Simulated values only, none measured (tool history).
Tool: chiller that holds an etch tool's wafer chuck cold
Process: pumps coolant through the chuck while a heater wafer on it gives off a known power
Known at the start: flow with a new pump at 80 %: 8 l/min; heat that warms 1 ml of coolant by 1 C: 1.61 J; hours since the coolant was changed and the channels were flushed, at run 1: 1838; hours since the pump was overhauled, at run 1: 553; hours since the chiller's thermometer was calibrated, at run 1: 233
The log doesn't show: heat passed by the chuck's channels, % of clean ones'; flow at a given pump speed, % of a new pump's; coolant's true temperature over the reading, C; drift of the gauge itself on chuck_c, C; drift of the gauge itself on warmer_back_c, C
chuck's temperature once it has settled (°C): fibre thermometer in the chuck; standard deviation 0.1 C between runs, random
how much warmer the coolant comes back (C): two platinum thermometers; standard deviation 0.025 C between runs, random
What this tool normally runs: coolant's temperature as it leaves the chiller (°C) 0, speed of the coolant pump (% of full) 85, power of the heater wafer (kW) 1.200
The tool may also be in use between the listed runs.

run   hour  coolant's temperature as it leaves the chiller (°C)  speed of the coolant pump (% of full)  power of the heater wafer (kW)  hours since the coolant was changed and the channels were flushed  hours since the pump was overhauled  hours since the chiller's thermometer was calibrated  chuck's temperature once it has settled (°C)  how much warmer the coolant comes back (C)
  1    0.0                                                    0                                     85                           1.200                                                               1838                                  553                                                   233                                          14.8                                        5.22
  2   27.8                                                    0                                     85                           1.200                                                               1866                                  581                                                   261                                          14.7                                        5.29
  3   49.0                                                    0                                     85                           1.200                                                               1887                                  602                                                   282                                          14.6                                        5.25
  4   76.8                                                    0                                     85                           1.254                                                               1915                                  630                                                   310                                          15.2                                        5.42
  5   95.9                                                    0                                     63                           1.254                                                               1934                                  649                                                   329                                          18.4                                        7.38
  6  114.9                                                    0                                     63                           1.254                                                               1953                                  668                                                   348                                          18.4                                        7.37
  7  134.6                                                    0                                     63                           1.254                                                               1972                                  688                                                   367                                          18.3                                        7.35
  8  157.8                                                    0                                     63                           1.254                                                               1996                                  711                                                   391                                          18.2                                        7.40
  9  183.2                                                    0                                     85                           1.200                                                               2021                                  736                                                   416                                          14.7                                        5.15
 10  207.6                                                    0                                     85                           1.200                                                               2045                                  761                                                   440                                          14.6                                        5.13
 11  221.2                                                    9                                     85                           1.200                                                               2059                                  774                                                   454                                          23.6                                        5.16
 12  237.8                                                    9                                     85                           1.200                                                               2076                                  791                                                   471                                          23.7                                        5.13
 13  255.5                                                    9                                     85                           1.200                                                               2093                                  809                                                   488                                          23.7                                        5.10
 14  286.4                                                    9                                     85                           0.636                                                               2124                                  840                                                   519                                          16.7                                        2.64
 15  316.4                                                    9                                     85                           0.636                                                               2154                                  870                                                   549                                          16.7                                        2.60
 16  331.4                                                    9                                     85                           0.636                                                               2169                                  885                                                   564                                          16.7                                        2.60
 17  362.1                                                    9                                     85                           0.636                                                               2200                                  915                                                   595                                          17.0                                        2.60
 18  377.7                                                    4                                     64                           0.859                                                               2216                                  931                                                   611                                          16.3                                        4.80
 19  397.6                                                    4                                     64                           0.859                                                               2235                                  951                                                   630                                          16.5                                        4.81
 20  417.4                                                    2                                     90                           1.356                                                               2255                                  971                                                   650                                          18.1                                        5.32
 21  435.4                                                   -2                                     60                           0.917                                                               2273                                  989                                                   668                                          11.7                                        5.50
 22  453.1                                                    0                                     71                           1.466                                                               2291                                 1006                                                   686                                          20.0                                        7.47
     464.8  -- gauge calibrated
 23  466.0                                                   -2                                     85                           1.200                                                               2304                                 1019                                                   699                                          12.6                                        5.26
 24  489.7                                                   -9                                     85                           1.646                                                               2328                                 1043                                                   723                                          11.3                                        7.25
 25  514.5                                                   -9                                     85                           1.646                                                               2352                                 1068                                                   747                                          11.1                                        7.19
 26  534.6                                                   -9                                     85                           1.646                                                               2372                                 1088                                                   767                                          11.0                                        7.17
 27  557.8                                                    6                                     95                           1.118                                                               2396                                 1111                                                   791                                          18.8                                        4.35
 28  583.1                                                    0                                     68                           1.200                                                               2421                                 1136                                                   816                                          16.8                                        6.51
 29  599.0                                                    0                                     68                           1.200                                                               2437                                 1152                                                   832                                          16.6                                        6.53
 30  615.5                                                    5                                     90                           1.702                                                               2453                                 1169                                                   848                                          25.1                                        6.90
 31  633.8                                                   -5                                     85                           1.068                                                               2472                                 1187                                                   867                                           8.0                                        4.56

Branching from run 31: 4 alternative next runs. What would each branch give?
  A  655.3                                                   -3                                     64                           1.200                                                               2493                                 1208                                                   888                                             ?                                           ?
  B  655.3                                                   -5                                     85                           0.676                                                               2493                                 1208                                                   888                                             ?                                           ?
  C  655.3                                                    0                                     85                           1.282                                                               2493                                 1208                                                   888                                             ?                                           ?
  D  655.3                                                    7                                     97                           1.068                                                               2493                                 1208                                                   888                                             ?                                           ?

run  chuck's temperature once it has settled (°C)  how much warmer the coolant comes back (C)
  A                                          14.3                                        6.88
  B                                           3.2                                        2.86
  C                                          15.6                                        5.51
  D                                          19.2                                        3.97
The same runs, with their run-to-run variation unchanged, on a tool lacking any hidden condition would have given:
run  chuck's temperature once it has settled (°C)  how much warmer the coolant comes back (C)
  A                                          14.2                                        6.98
  B                                           3.2                                        2.96
  C                                          15.6                                        5.61
  D                                          19.2                                        4.07

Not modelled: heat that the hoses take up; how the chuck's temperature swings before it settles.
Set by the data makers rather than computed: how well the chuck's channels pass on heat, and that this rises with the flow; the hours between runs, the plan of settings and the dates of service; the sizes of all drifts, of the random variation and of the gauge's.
